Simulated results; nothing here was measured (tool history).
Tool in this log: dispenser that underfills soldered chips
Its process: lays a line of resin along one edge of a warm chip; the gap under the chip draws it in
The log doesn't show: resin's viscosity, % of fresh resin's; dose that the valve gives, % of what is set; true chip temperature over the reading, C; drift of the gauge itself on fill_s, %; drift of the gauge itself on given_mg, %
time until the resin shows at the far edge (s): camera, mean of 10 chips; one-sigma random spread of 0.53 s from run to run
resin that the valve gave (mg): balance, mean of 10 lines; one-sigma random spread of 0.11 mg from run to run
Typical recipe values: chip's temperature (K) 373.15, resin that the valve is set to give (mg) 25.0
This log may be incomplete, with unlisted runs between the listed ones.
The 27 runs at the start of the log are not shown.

run,hour,chip's temperature (K),resin that the valve is set to give (mg),hours of work since the syringe was changed,hours of work since the valve was cleaned,hours of work since the stage was calibrated,time until the resin shows at the far edge (s),resin that the valve gave (mg)
# hour 169.6: new syringe of resin
28,170.8,366.15,27.6,1,31,338,59.7,26.94
# hour 176.8: new syringe of resin
29,179.5,366.15,31.7,2,37,344,60.8,31.01
# hour 184.2: new syringe of resin
30,188.2,376.15,23.8,3,44,350,48.0,23.35
# hour 191.8: new syringe of resin
31,192.0,385.15,24.7,0,46,353,35.4,24.09
32,196.2,385.15,24.7,3,50,356,39.4,23.90
# hour 199.1: new syringe of resin
33,201.7,385.15,24.7,2,54,360,37.2,23.70
# hour 206.6: new syringe of resin
34,210.0,385.15,31.1,3,60,366,38.2,30.17
# hour 214.1: new syringe of resin
35,215.5,387.15,23.3,1,64,370,34.5,22.31

Expected results for the next run?
# hour 221.7: new syringe of resin
36,223.6,387.15,23.3,1,70,376,?,?

time until the resin shows at the far edge (s): 36.0
resin that the valve gave (mg): 22.30
Take away the tool's hidden state, keep the run-to-run variation as it was, and the same run would have given time until the resin shows at the far edge (s) 31.9, resin that the valve gave (mg) 23.21.
